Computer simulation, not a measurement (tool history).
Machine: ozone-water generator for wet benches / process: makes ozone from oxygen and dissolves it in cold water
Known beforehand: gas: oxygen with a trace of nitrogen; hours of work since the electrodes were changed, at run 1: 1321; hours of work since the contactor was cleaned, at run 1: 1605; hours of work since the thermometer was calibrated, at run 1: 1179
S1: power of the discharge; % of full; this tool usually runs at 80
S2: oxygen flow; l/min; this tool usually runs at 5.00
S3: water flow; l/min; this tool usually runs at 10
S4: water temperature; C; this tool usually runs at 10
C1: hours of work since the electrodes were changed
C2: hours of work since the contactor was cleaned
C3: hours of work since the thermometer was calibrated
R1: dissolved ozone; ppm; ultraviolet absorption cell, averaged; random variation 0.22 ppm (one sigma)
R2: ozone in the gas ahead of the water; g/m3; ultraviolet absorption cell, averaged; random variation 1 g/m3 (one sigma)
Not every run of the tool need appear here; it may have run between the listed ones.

| run | hour | S1 | S2 | S3 | S4 | C1 | C2 | C3 | R1 | R2 |
|---|---|---|---|---|---|---|---|---|---|---|
| 1 | 0.0 | 80 | 5.00 | 10 | 10 | 1321 | 1605 | 1179 | 31.0 | 170.6 |
| 2 | 28.8 | 80 | 5.00 | 10 | 10 | 1346 | 1630 | 1204 | 31.3 | 171.0 |
| 3 | 52.3 | 75 | 5.00 | 10 | 10 | 1366 | 1650 | 1224 | 29.0 | 161.0 |
| 4 | 80.9 | 75 | 5.00 | 10 | 10 | 1391 | 1675 | 1249 | 29.0 | 159.2 |
| 5 | 99.0 | 75 | 5.00 | 10 | 10 | 1407 | 1691 | 1265 | 29.1 | 158.6 |
| 6 | 137.9 | 80 | 5.00 | 10 | 10 | 1441 | 1725 | 1299 | 31.0 | 169.2 |
| 7 | 154.4 | 80 | 5.00 | 10 | 10 | 1455 | 1739 | 1313 | 30.7 | 171.5 |
| 8 | 192.6 | 57 | 5.00 | 10 | 10 | 1488 | 1772 | 1346 | 22.7 | 125.0 |
| 9 | 214.0 | 57 | 5.00 | 10 | 10 | 1507 | 1791 | 1365 | 22.7 | 126.8 |
| 10 | 244.5 | 57 | 5.00 | 10 | 10 | 1533 | 1817 | 1391 | 22.5 | 124.7 |
| 11 | 267.3 | 80 | 5.91 | 10 | 10 | 1553 | 1837 | 1411 | 29.5 | 152.5 |
| 12 | 292.3 | 80 | 2.80 | 10 | 10 | 1575 | 1859 | 1433 | 32.5 | 244.0 |
| 13 | 331.4 | 80 | 2.80 | 10 | 10 | 1609 | 1893 | 1467 | 32.9 | 243.5 |
| 14 | 348.6 | 80 | 5.00 | 10 | 10 | 1624 | 1908 | 1482 | 30.4 | 167.2 |
| 15 | 388.7 | 80 | 5.00 | 10 | 10 | 1659 | 1943 | 1517 | 30.5 | 168.7 |

Run 16 is up next; what results do you expect?
| 16 | 424.8 | 80 | 5.00 | 10 | 10 | 1690 | 1974 | 1548 | ? | ? |

Run 16 measured R1 30.6 ppm, R2 168.2 g/m3.
Take away the tool's hidden state, keep the run-to-run variation as it was, and the same run would have given R1 32.1 ppm, R2 174.6 g/m3.
